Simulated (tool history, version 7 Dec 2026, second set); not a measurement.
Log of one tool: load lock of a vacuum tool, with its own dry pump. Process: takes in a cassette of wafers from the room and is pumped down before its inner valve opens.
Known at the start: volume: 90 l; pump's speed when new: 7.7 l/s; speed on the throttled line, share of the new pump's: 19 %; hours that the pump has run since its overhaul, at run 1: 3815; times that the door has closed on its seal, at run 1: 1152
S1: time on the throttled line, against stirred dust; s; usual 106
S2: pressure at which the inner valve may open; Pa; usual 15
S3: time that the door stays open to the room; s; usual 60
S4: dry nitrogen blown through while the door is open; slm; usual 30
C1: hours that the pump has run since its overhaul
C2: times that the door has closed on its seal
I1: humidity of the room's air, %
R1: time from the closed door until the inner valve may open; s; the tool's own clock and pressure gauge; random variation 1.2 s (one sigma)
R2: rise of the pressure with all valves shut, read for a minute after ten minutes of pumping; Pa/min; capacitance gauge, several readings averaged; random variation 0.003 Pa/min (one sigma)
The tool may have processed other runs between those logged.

run 1 hour=0 | S1=106 S2=15 S3=60 S4=30 | C1=3815 C2=1152 | I1=44.9 | R1=193 R2=0.021
run 2 hour=78.2 | S1=106 S2=15 S3=124 S4=30 | C1=3893 C2=1540 | I1=40.3 | R1=194.1 R2=0.027
run 3 hour=147.7 | S1=106 S2=15 S3=124 S4=37 | C1=3963 C2=1885 | I1=46.8 | R1=193.4 R2=0.026
run 4 hour=240.9 | S1=106 S2=15 S3=124 S4=37 | C1=4056 C2=2348 | I1=42.6 | R1=194.1 R2=0.025
run 5 hour=319.8 | S1=106 S2=15 S3=124 S4=37 | C1=4135 C2=2739 | I1=44.6 | R1=193.1 R2=0.028
run 6 hour=412.5 | S1=106 S2=24 S3=60 S4=30 | C1=4227 C2=3200 | I1=43.2 | R1=190.4 R2=0.022
run 7 hour=516.8 | S1=106 S2=24 S3=60 S4=30 | C1=4332 C2=3717 | I1=46.4 | R1=188.3 R2=0.025
run 8 hour=597.5 | S1=106 S2=24 S3=60 S4=30 | C1=4412 C2=4118 | I1=47.6 | R1=188 R2=0.026
run 9 hour=676.5 | S1=106 S2=24 S3=60 S4=30 | C1=4491 C2=4511 | I1=45.6 | R1=188.6 R2=0.027
run 10 hour=779.9 | S1=106 S2=15 S3=60 S4=30 | C1=4595 C2=5024 | I1=48.7 | R1=195.8 R2=0.027
run 11 hour=882.1 | S1=106 S2=15 S3=60 S4=30 | C1=4697 C2=5531 | I1=40.6 | R1=194.2 R2=0.022
run 12 hour=945.7 | S1=98 S2=15 S3=60 S4=30 | C1=4761 C2=5847 | I1=43.3 | R1=188.9 R2=0.028
run 13 hour=1029.5 | S1=98 S2=15 S3=60 S4=30 | C1=4844 C2=6263 | I1=42.8 | R1=188.8 R2=0.025
run 14 hour=1102.9 | S1=98 S2=15 S3=75 S4=4 | C1=4918 C2=6627 | I1=45.4 | R1=190.3 R2=0.049
run 15 hour=1163.2 | S1=98 S2=25 S3=75 S4=17 | C1=4978 C2=6927 | I1=44.8 | R1=180.8 R2=0.036
run 16 hour=1229.9 | S1=98 S2=25 S3=75 S4=17 | C1=5045 C2=7258 | I1=43 | R1=182.8 R2=0.026
run 17 hour=1301 | S1=106 S2=10 S3=68 S4=30 | C1=5116 C2=7611 | I1=46.6 | R1=200.8 R2=0.034
run 18 hour=1346.9 | S1=106 S2=15 S3=60 S4=9 | C1=5162 C2=7839 | I1=45.9 | R1=195.2 R2=0.044
run 19 hour=1410 | S1=175 S2=15 S3=42 S4=9 | C1=5225 C2=8152 | I1=46 | R1=249.7 R2=0.037
run 20 hour=1507.7 | S1=87 S2=15 S3=30 S4=4 | C1=5323 C2=8637 | I1=45.6 | R1=179.5 R2=0.041
run 21 hour=1577.5 | S1=87 S2=15 S3=30 S4=4 | C1=5393 C2=8984 | I1=45.1 | R1=180.2 R2=0.036
run 22 hour=1647.9 | S1=195 S2=27 S3=60 S4=12 | C1=5463 C2=9333 | I1=43.6 | R1=257.3 R2=0.034
run 23 hour=1724.8 | S1=195 S2=27 S3=159 S4=12 | C1=5540 C2=9715 | I1=44.7 | R1=256.9 R2=0.046
run 24 hour=1771.8 | S1=106 S2=29 S3=192 S4=30 | C1=5587 C2=9949 | I1=44.8 | R1=188.3 R2=0.045
run 25 hour=1849.7 | S1=106 S2=29 S3=192 S4=30 | C1=5665 C2=10335 | I1=43.5 | R1=188.8 R2=0.046

Some steps in R1 between neighbouring runs. How much of each would the tool show without its hidden state too (settings, what came in, random variation), and how much is left for the hidden state, with any gauge scatter that isn't in both results?
Hidden state present: pump's speed, % of a new pump's; leak at the door's seal, Pa l/s; drift of the gauge itself on ready_s, %; drift of the gauge itself on rise_pa_min, %.
Run 19 -> 20: S1 175 -> 87, S3 42 -> 30, S4 9 -> 4. R1 -70.2 s: hidden state +1.3, all else -71.5.
Run 21 -> 22: S1 87 -> 195, S2 15 -> 27, S3 30 -> 60, S4 4 -> 12. R1 +77.1 s: hidden state -1.9, all else +79.
Run 23 -> 24: S1 195 -> 106, S2 27 -> 29, S3 159 -> 192, S4 12 -> 30. R1 -68.6 s: hidden state +1.6, all else -70.2.
